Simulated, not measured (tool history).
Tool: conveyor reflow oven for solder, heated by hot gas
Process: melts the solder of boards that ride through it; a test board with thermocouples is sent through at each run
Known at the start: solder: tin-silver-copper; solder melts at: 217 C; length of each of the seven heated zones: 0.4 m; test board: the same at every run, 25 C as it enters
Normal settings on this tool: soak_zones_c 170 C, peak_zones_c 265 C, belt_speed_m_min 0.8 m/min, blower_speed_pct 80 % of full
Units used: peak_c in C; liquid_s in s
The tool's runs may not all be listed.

| run | hour | soak_zones_c | peak_zones_c | belt_speed_m_min | blower_speed_pct | peak_c | liquid_s |
|---|---|---|---|---|---|---|---|
| 1 | 0 | 170 | 265 | 0.8 | 80 | 246.8 | 39.9 |
| 2 | 33.6 | 168 | 265 | 0.8 | 80 | 245.5 | 38.7 |
| 3 | 70.8 | 170 | 257 | 0.8 | 80 | 239.5 | 34.4 |
| 4 | 116.3 | 170 | 257 | 0.8 | 80 | 238.5 | 34.1 |
| 5 | 160.8 | 170 | 257 | 0.8 | 80 | 238.4 | 33.7 |
| 6 | 216.4 | 170 | 257 | 0.8 | 80 | 238.7 | 33.1 |
|  | 224.9 | flux residue cleaned out of gas plates and filters |
| 7 | 250 | 170 | 265 | 0.8 | 51 | 238.1 | 31.6 |
| 8 | 296 | 170 | 265 | 0.8 | 80 | 246.8 | 40.1 |
| 9 | 328.5 | 170 | 265 | 0.8 | 80 | 246.7 | 40.9 |
| 10 | 361.4 | 178 | 265 | 0.8 | 80 | 247.8 | 43.4 |
| 11 | 417 | 178 | 265 | 0.8 | 80 | 247.8 | 43.1 |
| 12 | 467.5 | 170 | 265 | 0.872 | 80 | 242.5 | 33.4 |
|  | 475.1 | belt drive overhauled, speed set with a stopwatch |
| 13 | 511.8 | 170 | 265 | 0.8 | 80 | 245 | 39 |
| 14 | 574 | 170 | 265 | 0.8 | 80 | 244.6 | 38.9 |
| 15 | 623.3 | 164 | 265 | 0.8 | 80 | 243.5 | 35.9 |

Run 16, settings as shown, results not yet in. Your forecast:
|  | 669.8 | flux residue cleaned out of gas plates and filters |
| 16 | 683.7 | 170 | 265 | 0.8 | 80 | ? | ? |

{"run 16": {"peak_c": 246.8, "liquid_s": 40.3}}
Without the tool's hidden state the same run would have given peak_c 248.6 C, liquid_s 41 s.

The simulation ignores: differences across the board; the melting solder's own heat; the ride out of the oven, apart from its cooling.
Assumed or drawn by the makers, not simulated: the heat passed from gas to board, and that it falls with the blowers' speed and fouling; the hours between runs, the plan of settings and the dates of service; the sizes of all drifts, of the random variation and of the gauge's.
